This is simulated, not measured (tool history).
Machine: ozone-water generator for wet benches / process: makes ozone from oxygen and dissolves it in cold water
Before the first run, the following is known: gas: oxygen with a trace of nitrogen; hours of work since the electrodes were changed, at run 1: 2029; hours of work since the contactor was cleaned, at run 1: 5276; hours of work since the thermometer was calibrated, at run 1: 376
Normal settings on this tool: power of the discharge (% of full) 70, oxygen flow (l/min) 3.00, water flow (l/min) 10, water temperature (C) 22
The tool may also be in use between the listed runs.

| run | day | power of the discharge (% of full) | oxygen flow (l/min) | water flow (l/min) | water temperature (C) | hours of work since the electrodes were changed | hours of work since the contactor was cleaned | hours of work since the thermometer was calibrated | dissolved ozone (ppm) | ozone in the gas ahead of the water (g/m3) |
|---|---|---|---|---|---|---|---|---|---|---|
| 1 | 0.000 | 70 | 3.00 | 10 | 22 | 2029 | 5276 | 376 | 23.0 | 196.7 |
| 2 | 1.233 | 70 | 3.00 | 10 | 22 | 2054 | 5301 | 400 | 23.1 | 197.9 |
| 3 | 3.279 | 70 | 3.00 | 10 | 22 | 2095 | 5342 | 441 | 23.1 | 198.0 |
| 4 | 5.446 | 70 | 3.00 | 10 | 22 | 2138 | 5385 | 485 | 23.0 | 197.0 |
| 5 | 8.058 | 49 | 3.00 | 10 | 22 | 2191 | 5438 | 537 | 19.2 | 164.4 |
| 6 | 9.233 | 70 | 3.59 | 10 | 22 | 2214 | 5461 | 561 | 22.8 | 181.3 |
| 7 | 11.825 | 70 | 3.59 | 10 | 22 | 2266 | 5513 | 613 | 22.8 | 180.4 |
| 8 | 13.871 | 70 | 3.00 | 10 | 30 | 2307 | 5554 | 654 | 19.9 | 194.6 |
| 9 | 16.458 | 70 | 3.00 | 10 | 30 | 2359 | 5606 | 706 | 19.4 | 194.9 |
| 10 | 18.775 | 70 | 3.00 | 10 | 22 | 2406 | 5653 | 752 | 22.2 | 194.0 |
| 11 | 21.096 | 70 | 3.00 | 10 | 22 | 2452 | 5699 | 799 | 22.7 | 192.2 |
| 12 | 23.042 | 70 | 3.00 | 10 | 22 | 2491 | 5738 | 838 | 22.7 | 195.2 |
| 13 | 24.917 | 70 | 3.00 | 10 | 22 | 2529 | 5776 | 875 | 22.6 | 194.3 |
| 14 | 26.542 | 70 | 3.00 | 10 | 22 | 2561 | 5808 | 908 | 22.5 | 193.9 |
| 15 | 27.925 | 70 | 3.00 | 10 | 20 | 2589 | 5836 | 936 | 23.3 | 194.7 |
| 16 | 30.217 | 75 | 3.00 | 10 | 22 | 2635 | 5882 | 981 | 23.1 | 200.3 |
| 17 | 32.317 | 72 | 3.00 | 10 | 26 | 2677 | 5924 | 1024 | 21.1 | 194.2 |
| 18 | 34.917 | 46 | 2.92 | 11 | 26 | 2729 | 5976 | 1076 | 16.1 | 156.9 |
| 19 | 37.454 | 56 | 3.00 | 8 | 22 | 2780 | 6027 | 1127 | 23.3 | 172.0 |
| 20 | 40.138 | 56 | 3.00 | 8 | 22 | 2834 | 6081 | 1180 | 22.7 | 171.5 |
| 21 | 42.179 | 56 | 3.00 | 8 | 22 | 2875 | 6122 | 1221 | 22.7 | 170.7 |
| 22 | 43.633 | 56 | 3.00 | 8 | 22 | 2904 | 6151 | 1250 | 22.5 | 170.1 |
| 23 | 45.158 | 47 | 3.00 | 8 | 17 | 2935 | 6182 | 1281 | 22.9 | 156.6 |
| 24 | 46.408 | 47 | 3.00 | 8 | 17 | 2960 | 6207 | 1306 | 22.8 | 155.8 |
| 25 | 48.692 | 70 | 1.78 | 10 | 22 | 3005 | 6252 | 1352 | 20.9 | 242.4 |
|  | 50.012 | contactor cleaned |
| 26 | 50.908 | 70 | 3.34 | 7 | 25 | 3046 | 18 | 1393 | 26.2 | 180.1 |
| 27 | 53.183 | 43 | 3.00 | 7 | 21 | 3092 | 64 | 1439 | 22.8 | 150.4 |
| 28 | 54.621 | 43 | 3.00 | 7 | 21 | 3121 | 92 | 1467 | 22.6 | 149.0 |
| 29 | 57.212 | 54 | 1.54 | 6 | 27 | 3173 | 144 | 1519 | 25.4 | 226.2 |
| 30 | 58.867 | 45 | 1.54 | 6 | 27 | 3206 | 178 | 1553 | 23.1 | 208.0 |
| 31 | 61.117 | 43 | 1.54 | 16 | 22 | 3251 | 223 | 1598 | 11.5 | 204.3 |
| 32 | 62.883 | 93 | 3.00 | 10 | 20 | 3287 | 258 | 1633 | 27.3 | 216.8 |

Entry by entry between the runs, the difference in hidden state between the last listed run before and the first listed run after:
From run 25 to run 26: contactor cleaned (day 50.012)
  yield of the discharge, % of new electrodes': 89.2 -> 89.1; contactor's efficiency, % of a clean one's: 84.3 -> 99.9
  measured value less the no-hidden-state value, dissolved ozone (ppm): -4.1 -> -3.4; ozone in the gas ahead of the water (g/m3): -29.2 -> -22.1
